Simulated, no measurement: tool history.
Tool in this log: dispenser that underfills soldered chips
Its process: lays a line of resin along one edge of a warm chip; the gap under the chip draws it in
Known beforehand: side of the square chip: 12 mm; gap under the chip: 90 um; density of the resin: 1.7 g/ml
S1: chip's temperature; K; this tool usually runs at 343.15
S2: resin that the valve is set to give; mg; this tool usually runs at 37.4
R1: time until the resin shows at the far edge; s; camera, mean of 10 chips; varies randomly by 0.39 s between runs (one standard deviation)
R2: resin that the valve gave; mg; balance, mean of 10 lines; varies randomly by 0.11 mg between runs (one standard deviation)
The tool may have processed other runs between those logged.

run	hour	S1	S2	R1	R2
1	0.0	343.15	37.4	53.4	37.22
# hour 0.8: new syringe of resin
2	8.0	343.15	37.4	37.4	36.99
3	12.5	343.15	37.4	46.6	36.94
# hour 15.0: new syringe of resin
4	16.8	343.15	37.4	27.7	36.96
5	21.4	343.15	37.4	36.3	36.96
# hour 29.5: new syringe of resin
6	29.9	343.15	38.1	25.3	37.74
7	36.0	338.15	39.2	41.9	38.37
8	39.9	343.15	34.8	44.6	34.01
# hour 43.9: new syringe of resin
9	44.0	343.15	34.8	25.7	34.20
10	52.1	347.15	44.6	34.8	43.68
# hour 57.8: new syringe of resin
11	57.8	352.15	40.0	18.7	39.01
# hour 64.3: dispensing valve cleaned and set on the balance
12	66.9	352.15	40.0	29.5	39.80

Each row is a separate what-if for the run after 12, all from the same tool condition, not one after another. Results?
# hour 72.9: new syringe of resin
A	74.8	329.15	38.6	?	?
# hour 72.9: new syringe of resin
B	74.8	340.15	47.8	?	?
# hour 72.9: new syringe of resin
C	74.8	343.15	43.9	?	?

run	R1	R2
A	45.2	38.45
B	31.5	47.42
C	27.6	43.59
Without the tool's hidden state the same runs would have given:
run	R1	R2
A	39.5	38.67
B	27.6	47.69
C	24.2	43.84

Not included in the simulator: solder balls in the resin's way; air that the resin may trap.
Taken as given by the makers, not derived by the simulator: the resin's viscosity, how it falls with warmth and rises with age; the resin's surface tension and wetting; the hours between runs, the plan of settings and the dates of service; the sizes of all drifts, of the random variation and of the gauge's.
